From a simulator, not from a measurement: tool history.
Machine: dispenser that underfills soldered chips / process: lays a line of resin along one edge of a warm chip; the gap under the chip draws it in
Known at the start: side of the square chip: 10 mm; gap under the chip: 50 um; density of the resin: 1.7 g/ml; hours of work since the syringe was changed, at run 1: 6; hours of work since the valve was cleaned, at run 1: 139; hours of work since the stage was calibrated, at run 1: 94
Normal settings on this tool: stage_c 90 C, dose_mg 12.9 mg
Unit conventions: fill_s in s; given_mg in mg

run	hour	stage_c	dose_mg	hours of work since the syringe was changed	hours of work since the valve was cleaned	hours of work since the stage was calibrated	fill_s	given_mg
1	0.0	90	12.9	6	139	94	38.2	12.14
# hour 2.3: new syringe of resin
# hour 5.9: dispensing valve cleaned and set on the balance
# hour 13.4: new syringe of resin
2	16.0	90	12.9	2	7	105	31.7	12.91
# hour 24.8: new syringe of resin
3	25.4	90	12.9	0	14	111	31.4	12.97
4	33.4	90	12.9	6	20	117	38.2	12.88
# hour 36.2: new syringe of resin
# hour 46.7: new syringe of resin
5	48.5	90	12.9	1	31	128	32.6	12.80
6	56.3	90	12.0	7	36	134	38.5	11.79
# hour 57.6: new syringe of resin
# hour 68.3: new syringe of resin
7	69.3	80	14.3	1	45	143	50.1	13.99
# hour 79.0: new syringe of resin
8	83.0	80	14.3	3	55	153	52.0	13.98
# hour 89.9: new syringe of resin
9	96.6	100	14.6	5	65	162	22.1	14.15
# hour 100.8: new syringe of resin
10	108.7	100	14.6	6	74	171	22.8	14.16

Estimate the outcome of run 11 from the log above:
# hour 111.3: new syringe of resin
# hour 121.6: new syringe of resin
11	121.6	101	11.8	0	83	180	?	?

{"run 11": {"fill_s": 18.4, "given_mg": 11.38}}
On a tool with no hidden condition, and with the same random variation, this run would have come out at fill_s 19.0 s, given_mg 11.75 mg.
